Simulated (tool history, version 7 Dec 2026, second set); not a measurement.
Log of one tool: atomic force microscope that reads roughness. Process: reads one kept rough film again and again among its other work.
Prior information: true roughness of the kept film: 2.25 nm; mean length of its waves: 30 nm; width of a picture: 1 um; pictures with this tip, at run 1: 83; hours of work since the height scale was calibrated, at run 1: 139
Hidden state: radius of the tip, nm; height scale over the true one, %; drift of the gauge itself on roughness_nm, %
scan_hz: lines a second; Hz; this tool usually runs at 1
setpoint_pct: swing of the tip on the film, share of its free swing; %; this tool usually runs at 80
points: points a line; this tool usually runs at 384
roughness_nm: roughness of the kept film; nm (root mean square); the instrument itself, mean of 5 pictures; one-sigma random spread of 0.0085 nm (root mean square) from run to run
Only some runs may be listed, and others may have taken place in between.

run	hour	scan_hz	setpoint_pct	points	pictures with this tip	hours of work since the height scale was calibrated	roughness_nm
1	0	1	80	384	83	139	1.704
2	11.7	1	80	384	96	147	1.7
3	23.5	1	80	384	109	156	1.674
4	32	1	80	384	119	162	1.663
5	37.8	1	80	366	126	166	1.632
6	48.3	1	80	366	138	174	1.634
7	56.7	1	80	366	147	180	1.595
8	66.8	1	80	366	159	187	1.597
9	71.9	1.17	80	384	165	190	1.538
10	79.2	1	80	384	173	196	1.569
# hour 88.5: new tip fitted
11	89.4	1	80	552	1	203	1.854
12	95.3	1	80	552	8	207	1.872
13	107.5	1	80	384	22	215	1.83
14	113	1	80	737	28	219	1.814
15	122.6	1.29	80	737	39	226	1.747
16	128.3	1.29	80	737	45	230	1.732
17	137.2	1.29	80	737	55	237	1.733
18	149.2	1	80	962	69	245	1.745
19	160.7	1	80	384	82	253	1.705
20	171	1	80	384	94	261	1.696
21	178	1.14	80	384	102	266	1.648
22	185.6	1.14	80	384	111	271	1.634
23	197.7	1	68	384	124	280	1.733
24	209.2	1	68	384	137	288	1.709
25	215.7	1	68	384	145	293	1.694
26	222.6	3.51	66	314	153	298	1.495
27	235	2.39	57	722	167	306	1.668
28	244	0.6	70	758	177	313	1.677
# hour 249.5: new tip fitted
29	255.3	1	80	521	7	321	1.88
30	262.4	1	80	521	15	326	1.842
31	268.8	1	80	521	22	330	1.827
32	277.1	3.53	68	354	31	336	1.679
33	282.8	1.78	68	350	38	340	1.804
34	288.4	1.78	68	350	44	344	1.794
35	297.9	1	60	309	55	351	1.874
36	307.7	0.99	85	267	66	358	1.67
37	315.6	3.62	80	595	75	364	1.371
38	327.3	3.62	80	595	89	372	1.346
39	334	1	80	498	96	377	1.687
40	340	1	80	498	103	381	1.68
41	347	1	80	498	111	386	1.657
42	353.3	2.78	80	384	118	391	1.396
43	364	2.78	80	384	130	398	1.38
44	375.8	2.78	80	384	144	407	1.361
45	385.3	3.1	74	384	155	413	1.409
46	392.3	1.52	56	384	163	418	1.683

Here are 4 independent what-if runs from the current tool condition. What would each one return?
A	397.3	2.63	73	730	168	422	?
B	397.3	2.46	62	408	168	422	?
C	397.3	1.3	85	384	168	422	?
D	397.3	0.54	73	666	168	422	?

run	roughness_nm
A	1.46
B	1.59
C	1.465
D	1.672
Without the tool's unlogged condition, the same runs would have read:
run	roughness_nm
A	1.751
B	1.906
C	1.758
D	2.005

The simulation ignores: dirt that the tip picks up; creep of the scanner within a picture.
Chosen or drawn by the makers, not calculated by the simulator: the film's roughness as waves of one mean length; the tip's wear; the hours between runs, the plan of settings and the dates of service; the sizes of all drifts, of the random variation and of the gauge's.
